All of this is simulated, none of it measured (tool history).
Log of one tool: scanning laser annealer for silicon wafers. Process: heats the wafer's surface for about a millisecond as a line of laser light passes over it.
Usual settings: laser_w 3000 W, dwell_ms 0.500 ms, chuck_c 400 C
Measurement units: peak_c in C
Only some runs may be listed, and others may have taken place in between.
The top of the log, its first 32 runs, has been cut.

Run 33, day 11.512: usual settings but laser_w 3297 W, dwell_ms 0.413 ms, chuck_c 407 C. Result: peak_c 1148 C.
Run 34, day 11.808: usual settings but laser_w 3297 W, dwell_ms 0.413 ms, chuck_c 407 C. Result: peak_c 1146 C.
Run 35, day 12.221: usual settings but laser_w 2886 W, dwell_ms 0.511 ms, chuck_c 438 C. Result: peak_c 1129 C.
Run 36, day 12.650: usual settings but laser_w 2886 W, dwell_ms 0.511 ms, chuck_c 438 C. Result: peak_c 1131 C.
Run 37, day 13.167: usual settings but laser_w 2886 W, dwell_ms 0.611 ms, chuck_c 438 C. Result: peak_c 1188 C.
Run 38, day 13.542: usual settings but laser_w 3266 W, dwell_ms 0.533 ms, chuck_c 383 C. Result: peak_c 1201 C.
Run 39, day 13.988: usual settings but laser_w 3266 W, dwell_ms 0.533 ms, chuck_c 383 C. Result: peak_c 1201 C.
Run 40, day 14.354: usual settings but laser_w 2861 W, dwell_ms 0.412 ms, chuck_c 410 C. Result: peak_c 1028 C.
Run 41, day 14.592: usual settings but laser_w 2861 W, dwell_ms 0.412 ms, chuck_c 410 C. Result: peak_c 1031 C.

Alternative continuations, all from the tool just after run 41; predict every row:
Run A, day 15.062: usual settings but dwell_ms 0.612 ms. Result: peak_c ?.
Run B, day 15.062: usual settings but laser_w 2594 W, dwell_ms 0.571 ms, chuck_c 404 C. Result: peak_c ?.
Run C, day 15.062: usual settings but laser_w 2642 W, dwell_ms 0.419 ms. Result: peak_c ?.
Run D, day 15.062: usual settings but chuck_c 434 C. Result: peak_c ?.

run  peak_c
  A    1182
  B    1040
  C     968
  D    1149
Take away the tool's hidden state, keep each run's random variation, and the runs would have read:
run  peak_c
  A    1204
  B    1057
  C     984
  D    1169

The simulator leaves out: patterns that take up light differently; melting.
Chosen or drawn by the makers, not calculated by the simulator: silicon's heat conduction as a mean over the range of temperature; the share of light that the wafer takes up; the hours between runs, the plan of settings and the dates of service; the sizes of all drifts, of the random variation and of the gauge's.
